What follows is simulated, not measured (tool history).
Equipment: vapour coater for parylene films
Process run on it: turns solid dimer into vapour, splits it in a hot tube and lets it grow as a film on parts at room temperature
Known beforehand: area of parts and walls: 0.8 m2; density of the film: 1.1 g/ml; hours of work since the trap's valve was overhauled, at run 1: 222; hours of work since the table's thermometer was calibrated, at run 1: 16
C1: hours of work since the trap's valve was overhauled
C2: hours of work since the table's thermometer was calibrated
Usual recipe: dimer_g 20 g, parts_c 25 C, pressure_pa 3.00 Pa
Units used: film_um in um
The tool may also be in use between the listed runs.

run 1 day=0.000 | dimer_g=20 parts_c=25 pressure_pa=3.00 | C1=222 C2=16 | film_um=15.64
run 2 day=1.188 | dimer_g=20 parts_c=25 pressure_pa=3.00 | C1=240 C2=34 | film_um=15.53
-- day=2.175 trap's valve overhauled
run 3 day=3.025 | dimer_g=20 parts_c=25 pressure_pa=3.00 | C1=13 C2=59 | film_um=16.43
run 4 day=5.133 | dimer_g=20 parts_c=25 pressure_pa=3.00 | C1=45 C2=91 | film_um=16.19
run 5 day=7.312 | dimer_g=20 parts_c=25 pressure_pa=2.90 | C1=78 C2=124 | film_um=16.20
run 6 day=8.775 | dimer_g=20 parts_c=25 pressure_pa=3.00 | C1=100 C2=146 | film_um=16.08
run 7 day=9.808 | dimer_g=20 parts_c=25 pressure_pa=3.00 | C1=116 C2=162 | film_um=15.87
run 8 day=10.983 | dimer_g=20 parts_c=25 pressure_pa=3.00 | C1=134 C2=180 | film_um=15.88
run 9 day=12.871 | dimer_g=20 parts_c=25 pressure_pa=3.00 | C1=162 C2=208 | film_um=15.77
run 10 day=15.025 | dimer_g=20 parts_c=25 pressure_pa=3.00 | C1=195 C2=241 | film_um=15.70
run 11 day=16.854 | dimer_g=20 parts_c=25 pressure_pa=3.00 | C1=223 C2=269 | film_um=15.49
run 12 day=18.058 | dimer_g=20 parts_c=25 pressure_pa=3.00 | C1=241 C2=287 | film_um=15.43
-- day=19.071 trap's valve overhauled
run 13 day=19.612 | dimer_g=20 parts_c=25 pressure_pa=3.00 | C1=8 C2=308 | film_um=16.46
run 14 day=21.133 | dimer_g=20 parts_c=29 pressure_pa=3.00 | C1=31 C2=331 | film_um=14.69
run 15 day=23.092 | dimer_g=20 parts_c=25 pressure_pa=3.00 | C1=61 C2=361 | film_um=16.11
run 16 day=24.633 | dimer_g=20 parts_c=25 pressure_pa=3.00 | C1=84 C2=384 | film_um=15.96
run 17 day=26.204 | dimer_g=20 parts_c=25 pressure_pa=3.00 | C1=108 C2=408 | film_um=15.86
run 18 day=28.183 | dimer_g=20 parts_c=25 pressure_pa=5.18 | C1=138 C2=438 | film_um=14.81
run 19 day=30.221 | dimer_g=17 parts_c=25 pressure_pa=5.18 | C1=169 C2=469 | film_um=12.50
run 20 day=32.217 | dimer_g=12 parts_c=25 pressure_pa=3.00 | C1=199 C2=499 | film_um=9.37
run 21 day=33.546 | dimer_g=12 parts_c=25 pressure_pa=4.29 | C1=219 C2=519 | film_um=8.90
run 22 day=35.312 | dimer_g=12 parts_c=25 pressure_pa=4.29 | C1=246 C2=546 | film_um=8.83
-- day=35.925 trap's valve overhauled
run 23 day=37.583 | dimer_g=12 parts_c=25 pressure_pa=4.29 | C1=25 C2=578 | film_um=9.33
run 24 day=39.667 | dimer_g=26 parts_c=20 pressure_pa=11.01 | C1=57 C2=609 | film_um=20.33
run 25 day=41.188 | dimer_g=20 parts_c=18 pressure_pa=3.00 | C1=80 C2=632 | film_um=18.97
run 26 day=42.712 | dimer_g=11 parts_c=29 pressure_pa=3.00 | C1=103 C2=656 | film_um=7.92
run 27 day=44.500 | dimer_g=20 parts_c=35 pressure_pa=2.61 | C1=130 C2=683 | film_um=12.53
run 28 day=46.358 | dimer_g=34 parts_c=35 pressure_pa=2.51 | C1=158 C2=711 | film_um=21.30
run 29 day=48.225 | dimer_g=34 parts_c=18 pressure_pa=10.33 | C1=186 C2=739 | film_um=27.13
run 30 day=49.462 | dimer_g=21 parts_c=23 pressure_pa=8.27 | C1=205 C2=758 | film_um=15.13
run 31 day=51.362 | dimer_g=21 parts_c=23 pressure_pa=8.27 | C1=234 C2=787 | film_um=15.10
-- day=52.800 trap's valve overhauled
run 32 day=53.458 | dimer_g=20 parts_c=27 pressure_pa=2.79 | C1=10 C2=816 | film_um=15.72
run 33 day=54.738 | dimer_g=11 parts_c=35 pressure_pa=7.70 | C1=29 C2=835 | film_um=6.29
run 34 day=56.425 | dimer_g=11 parts_c=35 pressure_pa=7.70 | C1=55 C2=861 | film_um=6.22
run 35 day=58.579 | dimer_g=11 parts_c=27 pressure_pa=7.70 | C1=88 C2=893 | film_um=7.51
run 36 day=59.708 | dimer_g=11 parts_c=27 pressure_pa=7.70 | C1=105 C2=911 | film_um=7.44
run 37 day=60.775 | dimer_g=20 parts_c=18 pressure_pa=2.77 | C1=121 C2=927 | film_um=19.07
run 38 day=63.042 | dimer_g=14 parts_c=23 pressure_pa=9.30 | C1=155 C2=961 | film_um=10.17
run 39 day=65.262 | dimer_g=14 parts_c=23 pressure_pa=9.30 | C1=189 C2=995 | film_um=10.12
run 40 day=67.175 | dimer_g=13 parts_c=22 pressure_pa=3.00 | C1=218 C2=1024 | film_um=10.76

Consider 3 possible next runs. They are alternatives, not a sequence: every one starts from the tool as it was left by run 40. What does each give?
run A day=68.429 | dimer_g=20 parts_c=27 pressure_pa=3.00 | C1=237 C2=1043 | film_um=?
run B day=68.429 | dimer_g=23 parts_c=23 pressure_pa=6.96 | C1=237 C2=1043 | film_um=?
run C day=68.429 | dimer_g=11 parts_c=24 pressure_pa=5.98 | C1=237 C2=1043 | film_um=?

run=A film_um=14.67
run=B film_um=16.91
run=C film_um=8.06
What these runs would have given with no unlogged condition in the tool:
run=A film_um=15.73
run=B film_um=18.14
run=C film_um=8.65

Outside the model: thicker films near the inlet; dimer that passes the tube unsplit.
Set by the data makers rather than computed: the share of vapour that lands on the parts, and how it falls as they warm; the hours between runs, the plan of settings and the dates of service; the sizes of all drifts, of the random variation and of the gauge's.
